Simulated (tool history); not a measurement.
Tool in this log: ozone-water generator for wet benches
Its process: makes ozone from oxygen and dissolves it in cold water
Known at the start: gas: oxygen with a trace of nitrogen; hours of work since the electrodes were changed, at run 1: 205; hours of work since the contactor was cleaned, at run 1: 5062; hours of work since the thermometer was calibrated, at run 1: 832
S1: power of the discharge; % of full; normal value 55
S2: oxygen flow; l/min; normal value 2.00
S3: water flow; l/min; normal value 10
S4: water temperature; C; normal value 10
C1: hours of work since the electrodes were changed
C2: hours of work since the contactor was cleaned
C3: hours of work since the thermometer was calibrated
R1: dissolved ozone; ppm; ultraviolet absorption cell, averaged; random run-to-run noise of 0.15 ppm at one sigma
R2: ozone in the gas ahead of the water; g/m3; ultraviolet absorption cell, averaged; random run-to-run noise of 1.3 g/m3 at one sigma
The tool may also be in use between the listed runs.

run,hour,S1,S2,S3,S4,C1,C2,C3,R1,R2
1,0.0,55,2.00,10,10,205,5062,832,17.2,232.2
2,150.3,55,2.00,10,10,317,5173,943,17.1,231.3
3,289.5,55,2.00,10,10,420,5276,1046,16.7,227.8
4,373.3,55,2.00,10,10,482,5338,1108,16.8,229.3
5,530.3,55,2.00,10,10,598,5455,1225,16.6,228.3
6,607.0,55,2.00,10,10,655,5511,1282,16.9,228.6
7,750.0,55,2.00,9,10,761,5617,1387,18.3,227.9
8,881.2,55,2.00,9,10,858,5714,1485,18.2,226.2
9,1021.4,55,2.00,9,10,962,5818,1589,18.3,225.9
10,1091.0,55,2.00,9,6,1013,5870,1640,19.0,225.4
11,1166.8,55,2.00,9,6,1070,5926,1696,18.9,224.9
12,1277.0,55,2.59,10,10,1151,6008,1778,16.2,191.1
13,1372.6,55,2.59,10,10,1222,6078,1849,16.2,190.7
# hour 1385.2: contactor cleaned
14,1490.5,55,1.47,10,10,1306,78,1933,17.6,272.3
15,1614.9,55,1.47,10,10,1399,170,2025,17.5,273.7
16,1752.8,55,1.52,10,10,1501,272,2127,17.6,266.9
17,1886.9,47,1.52,7,10,1600,372,2227,22.5,238.4
18,1965.4,66,3.27,7,7,1658,430,2285,27.7,183.0
19,2106.8,70,1.05,7,7,1763,535,2390,28.8,385.9
20,2256.6,70,1.90,10,7,1874,646,2501,21.1,269.6
21,2394.7,60,2.00,13,9,1976,748,2603,14.0,231.0
22,2473.3,68,3.21,11,10,2034,806,2661,18.3,187.1
23,2596.3,95,2.00,10,15,2126,897,2752,23.1,309.6
# hour 2605.6: water thermometer calibrated
24,2676.1,55,1.86,7,10,2184,956,52,24.4,229.5
25,2777.8,55,2.00,14,18,2260,1031,128,11.2,218.9
# hour 2827.5: water thermometer calibrated, once more
26,2869.5,55,2.00,14,18,2327,1099,31,11.4,217.9
27,2974.5,55,2.00,14,18,2405,1177,109,11.4,217.7
28,3063.6,77,2.00,14,18,2471,1243,175,13.7,270.3
29,3150.7,77,2.00,14,12,2536,1307,239,14.6,266.7
30,3299.8,71,2.00,6,10,2646,1418,350,32.2,252.2
31,3367.7,89,2.00,6,10,2696,1468,400,36.8,289.7
32,3433.2,89,2.00,6,10,2745,1516,449,36.5,294.4

Predict each of these 5 candidate next runs independently; none follows another, all start after run 32:
A,3517.7,97,2.00,6,10,2807,1579,511,?,?
B,3517.7,89,2.00,9,10,2807,1579,511,?,?
C,3517.7,75,1.52,6,13,2807,1579,511,?,?
D,3517.7,55,1.38,10,10,2807,1579,511,?,?
E,3517.7,68,1.42,10,6,2807,1579,511,?,?

run,R1,R2
A,38.8,305.2
B,25.5,290.1
C,31.8,310.0
D,16.1,272.6
E,19.4,303.9
The same runs, with their run-to-run variation unchanged, on a tool lacking any hidden condition would have given:
run,R1,R2
A,44.8,342.3
B,29.4,323.7
C,36.1,342.3
D,18.1,295.3
E,22.0,333.4
